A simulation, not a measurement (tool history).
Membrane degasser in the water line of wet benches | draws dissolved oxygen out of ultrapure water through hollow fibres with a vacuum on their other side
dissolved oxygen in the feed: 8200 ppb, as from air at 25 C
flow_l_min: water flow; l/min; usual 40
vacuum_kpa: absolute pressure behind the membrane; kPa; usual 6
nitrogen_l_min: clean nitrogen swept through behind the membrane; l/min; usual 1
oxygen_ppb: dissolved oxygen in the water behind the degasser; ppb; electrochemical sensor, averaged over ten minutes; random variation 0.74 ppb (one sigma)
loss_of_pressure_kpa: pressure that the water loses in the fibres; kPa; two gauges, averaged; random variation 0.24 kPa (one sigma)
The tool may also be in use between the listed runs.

run	day	flow_l_min	vacuum_kpa	nitrogen_l_min	oxygen_ppb	loss_of_pressure_kpa
1	0	40	6	1	226.4	64.35
2	9.971	40	6	1	225.9	64.55
3	19.621	40	6	1	227.1	64.69
4	25.121	40	6	0.49	377.9	64.61
5	29.617	40	6	0.49	379	64.34
6	34.225	40	6	0.49	376.9	64.68
7	43.454	40	6	0.49	377.5	64.88
8	50.908	40	6	1	229	65.34
9	56.871	39	6	1	223.5	63.61
10	65.067	39	6	1	223.6	63.8
11	69.633	40	6	1	228.8	65.2
12	78.988	40	6	1	228.8	65.41
13	84.458	40	6	1	230.2	65.71
14	88.658	40	5.48	1	190	66.28
15	94.392	40	5.48	1	189.6	66.35
16	100.904	40	5.48	1	189.9	66.36
# day 105.067: vacuum gauge calibrated
17	105.471	40	6.5	1	266.3	65.63
18	113.638	48	6.83	0.75	410.8	79.02
19	117.888	47	7.45	0.46	642	77.79
20	123.442	55	12.61	1.39	710.9	91.04
21	131.596	55	12.61	1.39	708.9	90.95
22	140.388	59	4.65	1.75	117.3	98.15

Run 23 comes next. What will it give?
23	150.138	63	6	0.76	?	?

{"run 23": {"oxygen_ppb": 393.4, "loss_of_pressure_kpa": 105.1}}
Without the tool's hidden state the same run would have given oxygen_ppb 378.5 ppb, loss_of_pressure_kpa 97.26 kPa.
